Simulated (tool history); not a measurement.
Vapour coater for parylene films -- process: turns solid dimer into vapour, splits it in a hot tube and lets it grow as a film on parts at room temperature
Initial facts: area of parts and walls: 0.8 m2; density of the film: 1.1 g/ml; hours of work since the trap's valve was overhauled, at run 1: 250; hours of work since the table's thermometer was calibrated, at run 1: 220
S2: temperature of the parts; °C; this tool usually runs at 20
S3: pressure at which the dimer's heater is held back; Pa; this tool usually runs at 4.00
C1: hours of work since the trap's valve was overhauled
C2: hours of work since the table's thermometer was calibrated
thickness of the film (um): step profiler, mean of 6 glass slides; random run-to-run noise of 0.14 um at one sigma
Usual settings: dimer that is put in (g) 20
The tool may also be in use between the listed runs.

run 1 hour=0.0 | dimer_that_is_put_in_(g)=20 S2=20 S3=4.00 | C1=250 C2=220 | thickness_of_the_film_(um)=15.08
run 2 hour=22.8 | dimer_that_is_put_in_(g)=20 S2=20 S3=4.00 | C1=260 C2=231 | thickness_of_the_film_(um)=15.06
run 3 hour=40.9 | dimer_that_is_put_in_(g)=20 S2=20 S3=4.00 | C1=268 C2=239 | thickness_of_the_film_(um)=14.82
run 4 hour=56.8 | dimer_that_is_put_in_(g)=20 S2=20 S3=4.00 | C1=276 C2=246 | thickness_of_the_film_(um)=14.97
run 5 hour=70.1 | dimer_that_is_put_in_(g)=20 S2=20 S3=4.00 | C1=282 C2=253 | thickness_of_the_film_(um)=14.77
run 6 hour=80.5 | dimer_that_is_put_in_(g)=20 S2=20 S3=4.00 | C1=287 C2=257 | thickness_of_the_film_(um)=14.72
run 7 hour=90.4 | dimer_that_is_put_in_(g)=20 S2=20 S3=4.00 | C1=291 C2=262 | thickness_of_the_film_(um)=14.88
-- hour=107.9 trap's valve overhauled
run 8 hour=115.7 | dimer_that_is_put_in_(g)=20 S2=20 S3=4.00 | C1=4 C2=272 | thickness_of_the_film_(um)=13.52
run 9 hour=128.7 | dimer_that_is_put_in_(g)=20 S2=20 S3=3.15 | C1=10 C2=278 | thickness_of_the_film_(um)=14.30
run 10 hour=145.2 | dimer_that_is_put_in_(g)=20 S2=20 S3=3.15 | C1=17 C2=285 | thickness_of_the_film_(um)=14.12
run 11 hour=163.1 | dimer_that_is_put_in_(g)=20 S2=20 S3=3.15 | C1=25 C2=293 | thickness_of_the_film_(um)=14.26
run 12 hour=173.0 | dimer_that_is_put_in_(g)=16 S2=20 S3=3.15 | C1=30 C2=298 | thickness_of_the_film_(um)=11.34
-- hour=181.2 trap's valve overhauled, once more
run 13 hour=193.0 | dimer_that_is_put_in_(g)=11 S2=19 S3=4.00 | C1=5 C2=305 | thickness_of_the_film_(um)=9.70
run 14 hour=211.2 | dimer_that_is_put_in_(g)=10 S2=13 S3=3.55 | C1=14 C2=313 | thickness_of_the_film_(um)=11.01
run 15 hour=229.4 | dimer_that_is_put_in_(g)=28 S2=24 S3=2.86 | C1=22 C2=322 | thickness_of_the_film_(um)=21.55
run 16 hour=252.4 | dimer_that_is_put_in_(g)=19 S2=20 S3=4.00 | C1=33 C2=332 | thickness_of_the_film_(um)=15.97
run 17 hour=273.2 | dimer_that_is_put_in_(g)=33 S2=20 S3=2.53 | C1=42 C2=342 | thickness_of_the_film_(um)=30.62
run 18 hour=294.2 | dimer_that_is_put_in_(g)=10 S2=21 S3=4.65 | C1=52 C2=351 | thickness_of_the_film_(um)=7.75
run 19 hour=313.1 | dimer_that_is_put_in_(g)=10 S2=12 S3=4.65 | C1=60 C2=360 | thickness_of_the_film_(um)=10.73
run 20 hour=325.7 | dimer_that_is_put_in_(g)=20 S2=18 S3=2.50 | C1=66 C2=366 | thickness_of_the_film_(um)=20.12
run 21 hour=341.9 | dimer_that_is_put_in_(g)=16 S2=18 S3=4.00 | C1=74 C2=373 | thickness_of_the_film_(um)=14.33

5 options for the next run, each taken on its own from the tool as it stands now. Forecast them:
run A hour=353.0 | dimer_that_is_put_in_(g)=27 S2=12 S3=4.00 | C1=79 C2=378 | thickness_of_the_film_(um)=?
run B hour=353.0 | dimer_that_is_put_in_(g)=34 S2=13 S3=6.33 | C1=79 C2=378 | thickness_of_the_film_(um)=?
run C hour=353.0 | dimer_that_is_put_in_(g)=18 S2=19 S3=4.00 | C1=79 C2=378 | thickness_of_the_film_(um)=?
run D hour=353.0 | dimer_that_is_put_in_(g)=16 S2=31 S3=3.34 | C1=79 C2=378 | thickness_of_the_film_(um)=?
run E hour=353.0 | dimer_that_is_put_in_(g)=13 S2=16 S3=2.44 | C1=79 C2=378 | thickness_of_the_film_(um)=?

run=A thickness_of_the_film_(um)=28.84
run=B thickness_of_the_film_(um)=33.63
run=C thickness_of_the_film_(um)=15.75
run=D thickness_of_the_film_(um)=8.68
run=E thickness_of_the_film_(um)=14.25
Stripped of hidden state, with their random variation kept, the same runs would have yielded:
run=A thickness_of_the_film_(um)=29.82
run=B thickness_of_the_film_(um)=34.47
run=C thickness_of_the_film_(um)=16.14
run=D thickness_of_the_film_(um)=8.90
run=E thickness_of_the_film_(um)=14.73
